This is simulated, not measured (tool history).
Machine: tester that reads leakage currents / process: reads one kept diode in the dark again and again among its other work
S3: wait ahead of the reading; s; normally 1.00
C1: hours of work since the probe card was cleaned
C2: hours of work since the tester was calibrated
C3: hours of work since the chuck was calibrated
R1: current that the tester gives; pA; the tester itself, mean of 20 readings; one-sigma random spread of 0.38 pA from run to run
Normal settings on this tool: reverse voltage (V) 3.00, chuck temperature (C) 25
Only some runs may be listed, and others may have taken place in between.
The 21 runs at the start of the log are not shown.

run 22 hour=494.5 | reverse_voltage_(V)=1.08 chuck_temperature_(C)=29 S3=1.73 | C1=44 C2=403 C3=1964 | R1=108.43
run 23 hour=509.0 | reverse_voltage_(V)=1.08 chuck_temperature_(C)=54 S3=1.02 | C1=51 C2=410 C3=1971 | R1=937.16
run 24 hour=540.4 | reverse_voltage_(V)=1.10 chuck_temperature_(C)=39 S3=7.39 | C1=65 C2=424 C3=1985 | R1=269.49
run 25 hour=562.3 | reverse_voltage_(V)=4.14 chuck_temperature_(C)=24 S3=1.00 | C1=76 C2=434 C3=1995 | R1=108.87
-- hour=570.3 probe card cleaned and baked, once more
run 26 hour=594.5 | reverse_voltage_(V)=1.89 chuck_temperature_(C)=25 S3=1.00 | C1=11 C2=448 C3=2009 | R1=90.66
run 27 hour=625.0 | reverse_voltage_(V)=3.00 chuck_temperature_(C)=23 S3=8.75 | C1=25 C2=462 C3=2023 | R1=87.12
run 28 hour=652.6 | reverse_voltage_(V)=3.00 chuck_temperature_(C)=23 S3=8.75 | C1=38 C2=475 C3=2036 | R1=87.51
run 29 hour=681.7 | reverse_voltage_(V)=3.00 chuck_temperature_(C)=23 S3=8.75 | C1=52 C2=488 C3=2049 | R1=87.12
run 30 hour=699.2 | reverse_voltage_(V)=5.06 chuck_temperature_(C)=41 S3=8.25 | C1=60 C2=496 C3=2057 | R1=546.31
run 31 hour=715.9 | reverse_voltage_(V)=7.95 chuck_temperature_(C)=28 S3=4.90 | C1=67 C2=504 C3=2065 | R1=197.35
run 32 hour=743.2 | reverse_voltage_(V)=1.32 chuck_temperature_(C)=25 S3=1.00 | C1=80 C2=517 C3=2078 | R1=79.64
run 33 hour=775.2 | reverse_voltage_(V)=1.11 chuck_temperature_(C)=31 S3=7.89 | C1=95 C2=531 C3=2092 | R1=129.91
run 34 hour=807.4 | reverse_voltage_(V)=1.11 chuck_temperature_(C)=31 S3=7.89 | C1=110 C2=546 C3=2107 | R1=130.40
run 35 hour=825.8 | reverse_voltage_(V)=1.11 chuck_temperature_(C)=31 S3=3.73 | C1=118 C2=555 C3=2116 | R1=130.57
run 36 hour=848.2 | reverse_voltage_(V)=1.11 chuck_temperature_(C)=31 S3=3.73 | C1=129 C2=565 C3=2126 | R1=130.89
run 37 hour=880.4 | reverse_voltage_(V)=2.55 chuck_temperature_(C)=49 S3=0.92 | C1=143 C2=580 C3=2141 | R1=837.35
run 38 hour=907.7 | reverse_voltage_(V)=2.55 chuck_temperature_(C)=49 S3=0.92 | C1=156 C2=593 C3=2154 | R1=838.78
run 39 hour=926.2 | reverse_voltage_(V)=2.55 chuck_temperature_(C)=49 S3=0.92 | C1=165 C2=601 C3=2162 | R1=834.38
run 40 hour=950.8 | reverse_voltage_(V)=2.55 chuck_temperature_(C)=49 S3=0.92 | C1=176 C2=613 C3=2174 | R1=831.19

Alternative continuations, all from the tool just after run 40; predict every row:
run A hour=968.7 | reverse_voltage_(V)=2.55 chuck_temperature_(C)=49 S3=0.53 | C1=184 C2=621 C3=2182 | R1=?
run B hour=968.7 | reverse_voltage_(V)=3.41 chuck_temperature_(C)=25 S3=0.69 | C1=184 C2=621 C3=2182 | R1=?
run C hour=968.7 | reverse_voltage_(V)=10.70 chuck_temperature_(C)=27 S3=5.78 | C1=184 C2=621 C3=2182 | R1=?
run D hour=968.7 | reverse_voltage_(V)=6.03 chuck_temperature_(C)=31 S3=1.08 | C1=184 C2=621 C3=2182 | R1=?

run=A R1=830.61
run=B R1=110.08
run=C R1=197.93
run=D R1=235.51
Take away the tool's hidden state, keep each run's random variation, and the runs would have read:
run=A R1=972.90
run=B R1=132.12
run=C R1=237.15
run=D R1=280.89
